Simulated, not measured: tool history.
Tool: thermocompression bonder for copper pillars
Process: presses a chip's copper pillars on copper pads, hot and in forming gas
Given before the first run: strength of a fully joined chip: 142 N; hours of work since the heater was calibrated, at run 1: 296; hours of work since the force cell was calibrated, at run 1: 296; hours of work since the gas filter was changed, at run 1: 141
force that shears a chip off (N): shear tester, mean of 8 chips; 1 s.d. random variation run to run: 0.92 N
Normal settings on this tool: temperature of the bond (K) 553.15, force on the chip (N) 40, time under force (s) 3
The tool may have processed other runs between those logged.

run   hour  temperature of the bond (K)  force on the chip (N)  time under force (s)  hours of work since the heater was calibrated  hours of work since the force cell was calibrated  hours of work since the gas filter was changed  force that shears a chip off (N)
  1      0                       553.15                     40                     3                                            296                                                296                                             141                              91.4
  2   28.5                       553.15                     40                     3                                            317                                                317                                             162                              89.2
  3   42.5                       553.15                     40                     3                                            327                                                327                                             172                              87.9
  4   59.8                       553.15                     40                     3                                            340                                                340                                             184                                89
  5     91                       553.15                     44                     3                                            362                                                362                                             207                              94.1
  6  106.6                       553.15                     40                     3                                            374                                                374                                             218                              87.7
  7  134.3                       553.15                     40                     3                                            394                                                394                                             239                              87.9
  8    155                       553.15                     40                     3                                            409                                                409                                             254                              87.5
  9  171.3                       553.15                     40                     3                                            421                                                421                                             266                              88.9
 10    187                       545.15                     40                     3                                            432                                                432                                             277                              79.9
 11  218.5                       551.15                     47                     3                                            455                                                455                                             300                              91.7
 12  234.3                       551.15                     47                     3                                            467                                                467                                             311                              92.9

Each row is a separate what-if for the run after 12, all from the same tool condition, not one after another. Results?
  A  255.5                       551.15                     24                     3                                            482                                                482                                             327                                 ?
  B  255.5                       549.15                     26                     2                                            482                                                482                                             327                                 ?
  C  255.5                       551.15                     32                     7                                            482                                                482                                             327                                 ?
  D  255.5                       542.15                     38                     6                                            482                                                482                                             327                                 ?

run  force that shears a chip off (N)
  A                              67.7
  B                              59.1
  C                              98.2
  D                              93.5
The same runs, with their run-to-run variation unchanged, on a tool lacking any hidden condition would have given:
run  force that shears a chip off (N)
  A                              71.3
  B                              62.2
  C                             103.2
  D                              98.2
